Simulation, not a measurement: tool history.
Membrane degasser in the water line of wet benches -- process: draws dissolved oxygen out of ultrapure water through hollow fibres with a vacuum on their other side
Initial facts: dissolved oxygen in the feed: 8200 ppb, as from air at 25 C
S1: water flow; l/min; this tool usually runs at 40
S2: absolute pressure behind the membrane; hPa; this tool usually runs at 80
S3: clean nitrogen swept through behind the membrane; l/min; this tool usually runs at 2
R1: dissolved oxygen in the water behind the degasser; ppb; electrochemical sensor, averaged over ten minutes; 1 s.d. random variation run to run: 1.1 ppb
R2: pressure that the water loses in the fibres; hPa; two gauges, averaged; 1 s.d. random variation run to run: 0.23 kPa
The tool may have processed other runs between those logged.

{"run": 1, "day": 0.0, "S1": 40, "S2": 80, "S3": 2, "R1": 220.2, "R2": 585.1}
{"run": 2, "day": 1.733, "S1": 40, "S2": 80, "S3": 2, "R1": 221.5, "R2": 585}
{"run": 3, "day": 3.617, "S1": 40, "S2": 80, "S3": 2, "R1": 221.6, "R2": 586.6}
{"run": 4, "day": 5.688, "S1": 40, "S2": 80, "S3": 2, "R1": 221.5, "R2": 586.1}
{"run": 5, "day": 7.421, "S1": 40, "S2": 80, "S3": 2, "R1": 222.7, "R2": 590.9}
{"run": 6, "day": 8.558, "S1": 40, "S2": 80, "S3": 2, "R1": 224, "R2": 586.1}
{"run": 7, "day": 10.458, "S1": 25, "S2": 80, "S3": 2, "R1": 142.7, "R2": 363.7}
{"run": 8, "day": 12.608, "S1": 40, "S2": 86.7, "S3": 2, "R1": 251.9, "R2": 584.1}
{"run": 9, "day": 13.812, "S1": 40, "S2": 86.7, "S3": 2, "R1": 251.8, "R2": 587.8}
{"run": 10, "day": 15.375, "S1": 40, "S2": 86.7, "S3": 2, "R1": 250.8, "R2": 589.2}
{"run": 11, "day": 16.725, "S1": 40, "S2": 86.7, "S3": 2, "R1": 252, "R2": 584.5}
{"run": 12, "day": 18.692, "S1": 40, "S2": 86.7, "S3": 2, "R1": 252, "R2": 588.1}
{"run": 13, "day": 20.062, "S1": 40, "S2": 86.7, "S3": 2, "R1": 251.4, "R2": 585.4}
{"run": 14, "day": 22.038, "S1": 64, "S2": 80, "S3": 1.28, "R1": 482.8, "R2": 942.6}
{"run": 15, "day": 23.221, "S1": 40, "S2": 80, "S3": 1.28, "R1": 324, "R2": 587.6}
{"run": 16, "day": 24.546, "S1": 40, "S2": 80, "S3": 1.28, "R1": 322.5, "R2": 584.5}
{"run": 17, "day": 26.146, "S1": 40, "S2": 80, "S3": 1.26, "R1": 326, "R2": 587.1}
{"run": 18, "day": 27.112, "S1": 40, "S2": 80, "S3": 1.26, "R1": 326.8, "R2": 588.1}
{"run": 19, "day": 28.554, "S1": 43, "S2": 138.8, "S3": 2, "R1": 499.1, "R2": 634.6}
{"run": 20, "day": 29.583, "S1": 40, "S2": 104.6, "S3": 2, "R1": 325.1, "R2": 589.8}
{"run": 21, "day": 30.921, "S1": 34, "S2": 92.3, "S3": 1.79, "R1": 264.8, "R2": 503.8}
{"run": 22, "day": 32.417, "S1": 26, "S2": 130.9, "S3": 4.18, "R1": 151.1, "R2": 381.2}
{"run": 23, "day": 33.421, "S1": 30, "S2": 198.7, "S3": 2.6, "R1": 432.7, "R2": 441.4}
{"run": 24, "day": 34.725, "S1": 45, "S2": 198.7, "S3": 2.28, "R1": 698.6, "R2": 667.5}

Had the tool no unlogged condition, and each run kept its random variation, what would the results have been?
Hidden state present: membrane still open, %; true pressure behind the membrane over the reading, kPa; air that leaks in behind the membrane, l/min; drift of the gauge itself on oxygen_ppb, %; drift of the gauge itself on loss_of_pressure_kpa, %.
run=1 R1=215 R2=577.2
run=2 R1=216.2 R2=576.9
run=3 R1=216.2 R2=578.3
run=4 R1=216 R2=577.6
run=5 R1=217.1 R2=582.1
run=6 R1=218.3 R2=577.1
run=7 R1=139.1 R2=358
run=8 R1=246.1 R2=574.7
run=9 R1=245.9 R2=578.2
run=10 R1=244.9 R2=579.5
run=11 R1=246 R2=574.6
run=12 R1=245.9 R2=578
run=13 R1=245.2 R2=575.1
run=14 R1=469.9 R2=925.7
run=15 R1=315.5 R2=577
run=16 R1=314 R2=573.8
run=17 R1=317.3 R2=576
run=18 R1=318.1 R2=577
run=19 R1=492 R2=622.4
run=20 R1=318.5 R2=578.4
run=21 R1=258.5 R2=493.9
run=22 R1=148.3 R2=373.5
run=23 R1=427.7 R2=432.4
run=24 R1=691.4 R2=653.8
